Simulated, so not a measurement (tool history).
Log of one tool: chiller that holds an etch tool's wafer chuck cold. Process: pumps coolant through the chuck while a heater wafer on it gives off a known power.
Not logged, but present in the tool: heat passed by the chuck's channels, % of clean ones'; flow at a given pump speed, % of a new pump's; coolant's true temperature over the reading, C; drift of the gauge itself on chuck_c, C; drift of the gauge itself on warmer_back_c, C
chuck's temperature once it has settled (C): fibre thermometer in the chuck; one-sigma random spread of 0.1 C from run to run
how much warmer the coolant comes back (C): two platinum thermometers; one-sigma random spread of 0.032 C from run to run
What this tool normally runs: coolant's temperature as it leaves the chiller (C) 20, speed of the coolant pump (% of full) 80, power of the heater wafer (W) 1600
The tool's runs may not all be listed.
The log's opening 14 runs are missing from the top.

| run | day | coolant's temperature as it leaves the chiller (C) | speed of the coolant pump (% of full) | power of the heater wafer (W) | hours since the coolant was changed and the channels were flushed | hours since the pump was overhauled | hours since the chiller's thermometer was calibrated | chuck's temperature once it has settled (C) | how much warmer the coolant comes back (C) |
|---|---|---|---|---|---|---|---|---|---|
|  | 91.875 | chiller's thermometer calibrated |
| 15 | 96.858 | 20 | 80 | 1600 | 5295 | 6525 | 120 | 32.7 | 3.17 |
| 16 | 101.538 | 20 | 80 | 1600 | 5407 | 6637 | 232 | 32.4 | 3.15 |
| 17 | 106.346 | 20 | 80 | 1238 | 5523 | 6753 | 347 | 29.6 | 2.36 |
| 18 | 112.271 | 18 | 75 | 1621 | 5665 | 6895 | 490 | 31.3 | 3.45 |
| 19 | 120.783 | 25 | 68 | 827 | 5869 | 7099 | 694 | 32.4 | 1.78 |
| 20 | 129.088 | 11 | 66 | 2234 | 6068 | 7298 | 893 | 31.8 | 5.61 |
| 21 | 136.200 | 11 | 66 | 2234 | 6239 | 7469 | 1064 | 31.7 | 5.48 |
|  | 137.258 | gauge calibrated |
| 22 | 140.500 | 17 | 99 | 2234 | 6342 | 7572 | 1167 | 31.4 | 3.78 |
| 23 | 144.604 | 17 | 99 | 2234 | 6441 | 7671 | 1266 | 31.4 | 3.85 |
|  | 146.096 | coolant changed, channels flushed |
| 24 | 149.017 | 11 | 99 | 2234 | 70 | 7771 | 1365 | 25.3 | 3.71 |
| 25 | 157.796 | 23 | 80 | 1032 | 281 | 7981 | 1576 | 31.1 | 2.20 |
| 26 | 164.592 | 23 | 80 | 1032 | 444 | 8145 | 1739 | 31.1 | 2.18 |
| 27 | 170.917 | 20 | 60 | 1875 | 596 | 8296 | 1891 | 39.0 | 5.35 |
| 28 | 177.462 | 20 | 60 | 1875 | 753 | 8453 | 2048 | 39.0 | 5.42 |
| 29 | 183.417 | 13 | 80 | 1600 | 896 | 8596 | 2191 | 25.5 | 3.29 |
| 30 | 190.421 | 28 | 71 | 2061 | 1064 | 8764 | 2359 | 46.1 | 4.90 |
| 31 | 199.500 | 23 | 95 | 1600 | 1282 | 8982 | 2577 | 33.7 | 2.66 |

What if the next run were any one of these 3? Each begins from the tool's condition after run 31:
| A | 206.925 | 13 | 67 | 1679 | 1460 | 9160 | 2755 | ? | ? |
| B | 206.925 | 29 | 95 | 1126 | 1460 | 9160 | 2755 | ? | ? |
| C | 206.925 | 18 | 100 | 909 | 1460 | 9160 | 2755 | ? | ? |

| run | chuck's temperature once it has settled (C) | how much warmer the coolant comes back (C) |
|---|---|---|
| A | 28.2 | 4.22 |
| B | 36.5 | 1.84 |
| C | 23.8 | 1.34 |
The same runs, with their run-to-run variation unchanged, on a tool lacking any hidden condition would have given:
| run | chuck's temperature once it has settled (C) | how much warmer the coolant comes back (C) |
|---|---|---|
| A | 28.2 | 4.41 |
| B | 36.5 | 2.03 |
| C | 23.8 | 1.53 |
